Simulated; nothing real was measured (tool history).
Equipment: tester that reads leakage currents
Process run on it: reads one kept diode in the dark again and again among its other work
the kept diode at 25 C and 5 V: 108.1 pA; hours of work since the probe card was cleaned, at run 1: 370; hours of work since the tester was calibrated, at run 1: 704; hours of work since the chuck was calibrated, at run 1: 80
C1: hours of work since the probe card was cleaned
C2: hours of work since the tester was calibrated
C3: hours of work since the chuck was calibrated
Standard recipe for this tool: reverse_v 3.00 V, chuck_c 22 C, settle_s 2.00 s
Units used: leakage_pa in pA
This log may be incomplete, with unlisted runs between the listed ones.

run 1 hour=0.0 | reverse_v=3.00 chuck_c=22 settle_s=2.00 | C1=370 C2=704 C3=80 | leakage_pa=64.67
run 2 hour=19.2 | reverse_v=3.00 chuck_c=22 settle_s=2.00 | C1=379 C2=713 C3=89 | leakage_pa=64.70
run 3 hour=48.5 | reverse_v=3.00 chuck_c=22 settle_s=2.00 | C1=393 C2=727 C3=103 | leakage_pa=64.83
run 4 hour=69.6 | reverse_v=5.48 chuck_c=22 settle_s=2.00 | C1=403 C2=737 C3=113 | leakage_pa=88.72
run 5 hour=104.4 | reverse_v=5.48 chuck_c=37 settle_s=2.00 | C1=419 C2=753 C3=129 | leakage_pa=364.37
run 6 hour=137.0 | reverse_v=3.00 chuck_c=57 settle_s=2.00 | C1=434 C2=768 C3=144 | leakage_pa=1438.22
run 7 hour=162.6 | reverse_v=3.00 chuck_c=22 settle_s=2.00 | C1=446 C2=780 C3=156 | leakage_pa=65.71
run 8 hour=182.0 | reverse_v=3.00 chuck_c=22 settle_s=2.00 | C1=456 C2=790 C3=165 | leakage_pa=65.98
run 9 hour=211.8 | reverse_v=3.00 chuck_c=22 settle_s=2.00 | C1=469 C2=803 C3=179 | leakage_pa=65.73
run 10 hour=240.5 | reverse_v=3.00 chuck_c=22 settle_s=2.00 | C1=483 C2=817 C3=193 | leakage_pa=66.17
run 11 hour=276.8 | reverse_v=3.00 chuck_c=22 settle_s=2.00 | C1=500 C2=834 C3=210 | leakage_pa=66.63
run 12 hour=313.7 | reverse_v=3.00 chuck_c=22 settle_s=2.00 | C1=517 C2=851 C3=227 | leakage_pa=66.28
run 13 hour=351.4 | reverse_v=3.00 chuck_c=22 settle_s=2.00 | C1=535 C2=869 C3=245 | leakage_pa=67.30
run 14 hour=382.7 | reverse_v=3.00 chuck_c=22 settle_s=2.00 | C1=550 C2=884 C3=260 | leakage_pa=67.35
run 15 hour=410.2 | reverse_v=3.00 chuck_c=22 settle_s=2.00 | C1=563 C2=897 C3=272 | leakage_pa=67.10
run 16 hour=449.2 | reverse_v=3.00 chuck_c=22 settle_s=2.00 | C1=581 C2=915 C3=291 | leakage_pa=67.49
run 17 hour=473.1 | reverse_v=3.00 chuck_c=22 settle_s=2.00 | C1=592 C2=926 C3=302 | leakage_pa=67.37
run 18 hour=506.2 | reverse_v=3.00 chuck_c=22 settle_s=2.00 | C1=608 C2=942 C3=318 | leakage_pa=67.83
run 19 hour=546.0 | reverse_v=3.00 chuck_c=28 settle_s=2.00 | C1=626 C2=960 C3=336 | leakage_pa=121.10
run 20 hour=568.0 | reverse_v=3.00 chuck_c=22 settle_s=2.00 | C1=637 C2=971 C3=347 | leakage_pa=68.50
run 21 hour=596.1 | reverse_v=3.41 chuck_c=56 settle_s=7.39 | C1=650 C2=984 C3=360 | leakage_pa=1469.84
run 22 hour=640.1 | reverse_v=3.11 chuck_c=26 settle_s=2.00 | C1=671 C2=1005 C3=380 | leakage_pa=102.97
run 23 hour=676.4 | reverse_v=19.78 chuck_c=56 settle_s=1.50 | C1=688 C2=1022 C3=397 | leakage_pa=3607.52
-- hour=681.1 tester calibrated
run 24 hour=714.4 | reverse_v=19.78 chuck_c=56 settle_s=1.50 | C1=704 C2=16 C3=414 | leakage_pa=3637.33
run 25 hour=758.7 | reverse_v=6.25 chuck_c=22 settle_s=2.89 | C1=725 C2=36 C3=435 | leakage_pa=101.29
run 26 hour=788.2 | reverse_v=6.25 chuck_c=22 settle_s=2.89 | C1=739 C2=50 C3=449 | leakage_pa=101.66
run 27 hour=821.8 | reverse_v=8.54 chuck_c=22 settle_s=2.00 | C1=755 C2=66 C3=465 | leakage_pa=120.18
run 28 hour=840.7 | reverse_v=9.95 chuck_c=52 settle_s=0.37 | C1=764 C2=75 C3=474 | leakage_pa=1865.22
run 29 hour=880.8 | reverse_v=1.16 chuck_c=31 settle_s=2.00 | C1=783 C2=94 C3=492 | leakage_pa=100.89
-- hour=892.3 tester calibrated, once more
run 30 hour=903.2 | reverse_v=1.16 chuck_c=31 settle_s=2.00 | C1=792 C2=5 C3=502 | leakage_pa=102.07
run 31 hour=933.2 | reverse_v=1.16 chuck_c=31 settle_s=2.00 | C1=806 C2=19 C3=516 | leakage_pa=102.07
run 32 hour=976.9 | reverse_v=1.16 chuck_c=31 settle_s=2.00 | C1=827 C2=40 C3=537 | leakage_pa=102.91
-- hour=987.1 chuck's temperature calibrated
run 33 hour=1010.0 | reverse_v=1.77 chuck_c=22 settle_s=0.58 | C1=841 C2=54 C3=11 | leakage_pa=48.56
run 34 hour=1038.7 | reverse_v=1.77 chuck_c=22 settle_s=0.58 | C1=855 C2=68 C3=24 | leakage_pa=48.62
run 35 hour=1079.5 | reverse_v=3.00 chuck_c=50 settle_s=4.24 | C1=874 C2=87 C3=43 | leakage_pa=797.28
run 36 hour=1120.4 | reverse_v=1.55 chuck_c=52 settle_s=1.61 | C1=893 C2=106 C3=63 | leakage_pa=671.88
run 37 hour=1144.2 | reverse_v=1.61 chuck_c=44 settle_s=4.19 | C1=904 C2=117 C3=74 | leakage_pa=351.55
run 38 hour=1162.5 | reverse_v=1.38 chuck_c=22 settle_s=2.00 | C1=913 C2=126 C3=82 | leakage_pa=43.06
run 39 hour=1201.2 | reverse_v=1.86 chuck_c=22 settle_s=2.00 | C1=931 C2=144 C3=100 | leakage_pa=50.66
run 40 hour=1222.1 | reverse_v=1.86 chuck_c=22 settle_s=2.00 | C1=941 C2=154 C3=110 | leakage_pa=50.63

Entry by entry between the runs, the difference in hidden state between the last listed run before and the first listed run after:
After run 23, before run 24: tester calibrated (hour 681.1)
  stray current of the dirty probe card, pA a volt: 0.412 -> 0.422; current scale over the true one, %: -0.65 -> -0.87; true chuck temperature over the reading, C: 0.95 -> 0.98
  measured less the result without the state, leakage_pa: +248.08 -> +250.81 pA
After run 29, before run 30: tester calibrated, once more (hour 892.3)
  stray current of the dirty probe card, pA a volt: 0.468 -> 0.473; current scale over the true one, %: -0.93 -> 0.01; true chuck temperature over the reading, C: 1.14 -> 1.16
  measured less the result without the state, leakage_pa: +9.76 -> +10.92 pA
After run 32, before run 33: chuck's temperature calibrated (hour 987.1)
  stray current of the dirty probe card, pA a volt: 0.495 -> 0.503; current scale over the true one, %: -0.01 -> -0.02; true chuck temperature over the reading, C: 1.22 -> 0
  measured less the result without the state, leakage_pa: +11.59 -> +0.82 pA
